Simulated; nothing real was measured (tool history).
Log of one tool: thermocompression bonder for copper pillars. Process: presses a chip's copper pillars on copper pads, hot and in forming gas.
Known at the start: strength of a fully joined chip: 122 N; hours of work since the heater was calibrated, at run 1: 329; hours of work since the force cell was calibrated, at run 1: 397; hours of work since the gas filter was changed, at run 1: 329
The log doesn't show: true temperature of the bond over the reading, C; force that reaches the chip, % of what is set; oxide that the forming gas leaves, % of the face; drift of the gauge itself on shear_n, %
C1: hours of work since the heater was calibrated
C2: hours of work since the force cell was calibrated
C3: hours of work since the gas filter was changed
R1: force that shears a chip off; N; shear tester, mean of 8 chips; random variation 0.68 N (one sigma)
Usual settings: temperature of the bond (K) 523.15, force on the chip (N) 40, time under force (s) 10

run 1 hour=0 | temperature_of_the_bond_(K)=523.15 force_on_the_chip_(N)=40 time_under_force_(s)=10 | C1=329 C2=397 C3=329 | R1=52.4
run 2 hour=10.6 | temperature_of_the_bond_(K)=523.15 force_on_the_chip_(N)=40 time_under_force_(s)=10 | C1=337 C2=405 C3=337 | R1=52.9
run 3 hour=17.9 | temperature_of_the_bond_(K)=523.15 force_on_the_chip_(N)=40 time_under_force_(s)=10 | C1=342 C2=410 C3=342 | R1=52.4
run 4 hour=31.4 | temperature_of_the_bond_(K)=523.15 force_on_the_chip_(N)=40 time_under_force_(s)=5 | C1=352 C2=420 C3=352 | R1=40.3
run 5 hour=39 | temperature_of_the_bond_(K)=523.15 force_on_the_chip_(N)=40 time_under_force_(s)=5 | C1=358 C2=426 C3=358 | R1=40.6
run 6 hour=47.9 | temperature_of_the_bond_(K)=523.15 force_on_the_chip_(N)=40 time_under_force_(s)=5 | C1=364 C2=432 C3=364 | R1=40
run 7 hour=55.9 | temperature_of_the_bond_(K)=523.15 force_on_the_chip_(N)=40 time_under_force_(s)=5 | C1=370 C2=438 C3=370 | R1=39.5
run 8 hour=65.6 | temperature_of_the_bond_(K)=523.15 force_on_the_chip_(N)=40 time_under_force_(s)=5 | C1=377 C2=445 C3=377 | R1=39.6
run 9 hour=76.5 | temperature_of_the_bond_(K)=523.15 force_on_the_chip_(N)=40 time_under_force_(s)=5 | C1=385 C2=453 C3=385 | R1=39.6
run 10 hour=87.6 | temperature_of_the_bond_(K)=523.15 force_on_the_chip_(N)=40 time_under_force_(s)=5 | C1=393 C2=461 C3=393 | R1=40.3
run 11 hour=100.5 | temperature_of_the_bond_(K)=503.15 force_on_the_chip_(N)=40 time_under_force_(s)=10 | C1=402 C2=470 C3=402 | R1=40.3
run 12 hour=106.9 | temperature_of_the_bond_(K)=523.15 force_on_the_chip_(N)=40 time_under_force_(s)=10 | C1=407 C2=475 C3=407 | R1=52.9
run 13 hour=114.7 | temperature_of_the_bond_(K)=523.15 force_on_the_chip_(N)=40 time_under_force_(s)=10 | C1=413 C2=481 C3=413 | R1=51.6
run 14 hour=125.7 | temperature_of_the_bond_(K)=523.15 force_on_the_chip_(N)=40 time_under_force_(s)=10 | C1=421 C2=489 C3=421 | R1=50.9
run 15 hour=133.9 | temperature_of_the_bond_(K)=536.15 force_on_the_chip_(N)=40 time_under_force_(s)=10 | C1=427 C2=495 C3=427 | R1=59
run 16 hour=147 | temperature_of_the_bond_(K)=536.15 force_on_the_chip_(N)=40 time_under_force_(s)=10 | C1=436 C2=504 C3=436 | R1=59.6
run 17 hour=154.9 | temperature_of_the_bond_(K)=523.15 force_on_the_chip_(N)=40 time_under_force_(s)=12 | C1=442 C2=510 C3=442 | R1=55.9
run 18 hour=165.4 | temperature_of_the_bond_(K)=523.15 force_on_the_chip_(N)=40 time_under_force_(s)=10 | C1=450 C2=518 C3=450 | R1=50.9
run 19 hour=175.1 | temperature_of_the_bond_(K)=523.15 force_on_the_chip_(N)=40 time_under_force_(s)=10 | C1=457 C2=525 C3=457 | R1=51.6
run 20 hour=188.2 | temperature_of_the_bond_(K)=523.15 force_on_the_chip_(N)=40 time_under_force_(s)=10 | C1=466 C2=534 C3=466 | R1=50.4
run 21 hour=201.7 | temperature_of_the_bond_(K)=523.15 force_on_the_chip_(N)=40 time_under_force_(s)=10 | C1=476 C2=544 C3=476 | R1=51.2
-- hour=210.9 forming gas filter changed
run 22 hour=213.2 | temperature_of_the_bond_(K)=551.15 force_on_the_chip_(N)=49 time_under_force_(s)=16 | C1=484 C2=552 C3=2 | R1=93.2
run 23 hour=220 | temperature_of_the_bond_(K)=551.15 force_on_the_chip_(N)=49 time_under_force_(s)=16 | C1=489 C2=557 C3=7 | R1=94.5
run 24 hour=234.3 | temperature_of_the_bond_(K)=523.15 force_on_the_chip_(N)=45 time_under_force_(s)=5 | C1=499 C2=567 C3=17 | R1=46.6
run 25 hour=249.3 | temperature_of_the_bond_(K)=523.15 force_on_the_chip_(N)=45 time_under_force_(s)=5 | C1=510 C2=578 C3=28 | R1=46.3
run 26 hour=261.7 | temperature_of_the_bond_(K)=534.15 force_on_the_chip_(N)=29 time_under_force_(s)=27 | C1=519 C2=587 C3=37 | R1=63.2
run 27 hour=270.1 | temperature_of_the_bond_(K)=523.15 force_on_the_chip_(N)=37 time_under_force_(s)=10 | C1=525 C2=593 C3=43 | R1=48.2
run 28 hour=277.8 | temperature_of_the_bond_(K)=537.15 force_on_the_chip_(N)=25 time_under_force_(s)=20 | C1=531 C2=599 C3=49 | R1=50
run 29 hour=286.4 | temperature_of_the_bond_(K)=537.15 force_on_the_chip_(N)=25 time_under_force_(s)=20 | C1=537 C2=605 C3=55 | R1=49.9
run 30 hour=298.6 | temperature_of_the_bond_(K)=537.15 force_on_the_chip_(N)=25 time_under_force_(s)=20 | C1=546 C2=614 C3=64 | R1=50.3
run 31 hour=306.6 | temperature_of_the_bond_(K)=537.15 force_on_the_chip_(N)=25 time_under_force_(s)=20 | C1=552 C2=620 C3=70 | R1=49.9
run 32 hour=313.6 | temperature_of_the_bond_(K)=518.15 force_on_the_chip_(N)=57 time_under_force_(s)=8 | C1=557 C2=625 C3=75 | R1=64.9
run 33 hour=321 | temperature_of_the_bond_(K)=523.15 force_on_the_chip_(N)=47 time_under_force_(s)=10 | C1=562 C2=630 C3=80 | R1=61.9
run 34 hour=328.3 | temperature_of_the_bond_(K)=508.15 force_on_the_chip_(N)=25 time_under_force_(s)=16 | C1=568 C2=636 C3=85 | R1=30.7
run 35 hour=338.3 | temperature_of_the_bond_(K)=508.15 force_on_the_chip_(N)=25 time_under_force_(s)=16 | C1=575 C2=643 C3=93 | R1=32.2
run 36 hour=348.4 | temperature_of_the_bond_(K)=537.15 force_on_the_chip_(N)=31 time_under_force_(s)=11 | C1=582 C2=650 C3=100 | R1=48.4
run 37 hour=359 | temperature_of_the_bond_(K)=523.15 force_on_the_chip_(N)=38 time_under_force_(s)=9 | C1=590 C2=658 C3=108 | R1=48
run 38 hour=365.7 | temperature_of_the_bond_(K)=522.15 force_on_the_chip_(N)=48 time_under_force_(s)=7 | C1=595 C2=663 C3=113 | R1=53.7
run 39 hour=377.1 | temperature_of_the_bond_(K)=522.15 force_on_the_chip_(N)=48 time_under_force_(s)=7 | C1=603 C2=671 C3=121 | R1=55

Hidden state at the last listed run before each entry between runs and at the first one after, where it differs:
Between runs 21 and 22: forming gas filter changed (hour 210.9)
  true temperature of the bond over the reading, C: -8.3 -> -8.4; oxide that the forming gas leaves, % of the face: 6.59 -> 0.58
  measured less the result without the state, R1: -6.3 -> -2.5 N
